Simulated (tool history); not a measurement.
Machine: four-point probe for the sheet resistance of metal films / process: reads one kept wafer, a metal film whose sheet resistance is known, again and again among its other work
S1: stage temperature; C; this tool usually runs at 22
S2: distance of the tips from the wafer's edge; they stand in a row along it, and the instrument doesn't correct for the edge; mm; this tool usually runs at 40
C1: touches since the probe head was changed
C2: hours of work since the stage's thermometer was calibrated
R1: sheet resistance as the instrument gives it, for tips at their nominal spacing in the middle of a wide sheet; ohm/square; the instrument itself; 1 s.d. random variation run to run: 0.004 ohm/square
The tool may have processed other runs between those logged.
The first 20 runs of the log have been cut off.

| run | day | S1 | S2 | C1 | C2 | R1 |
|---|---|---|---|---|---|---|
| 21 | 68.904 | 25 | 13 | 78785 | 365 | 19.852395 |
| 22 | 71.754 | 25 | 13 | 80392 | 393 | 19.848839 |
| 23 | 76.225 | 34 | 7 | 82912 | 436 | 20.013029 |
| 24 | 81.254 | 34 | 6 | 85747 | 486 | 20.089389 |
| 25 | 85.067 | 34 | 6 | 87897 | 523 | 20.080599 |
| 26 | 87.088 | 34 | 6 | 89037 | 543 | 20.092983 |
| 27 | 91.804 | 34 | 6 | 91695 | 589 | 20.087354 |
| 28 | 94.967 | 22 | 51 | 93477 | 620 | 19.777243 |
| 29 | 98.079 | 27 | 29 | 95234 | 651 | 19.796065 |
| 30 | 100.425 | 23 | 5 | 96555 | 674 | 20.193916 |
| 31 | 103.667 | 19 | 12 | 98382 | 706 | 19.840225 |
| 32 | 108.371 | 32 | 5 | 101036 | 752 | 20.206840 |
| 33 | 112.133 | 34 | 8 | 103157 | 789 | 19.962489 |
| 34 | 115.179 | 22 | 5 | 104873 | 819 | 20.192133 |
| 35 | 117.271 | 20 | 9 | 106052 | 839 | 19.903329 |
| 36 | 121.000 | 24 | 5 | 108155 | 876 | 20.198635 |
| 37 | 123.450 | 24 | 5 | 109536 | 900 | 20.200716 |
| 38 | 126.908 | 33 | 40 | 111486 | 934 | 19.794947 |
| 39 | 131.071 | 33 | 40 | 113833 | 975 | 19.798969 |

What will run 40 give?
| 40 | 134.629 | 25 | 14 | 115839 | 1010 | ? |

R1: 19.835232 ohm/square
Without the tool's hidden state the same run would have given R1 19.838139 ohm/square.
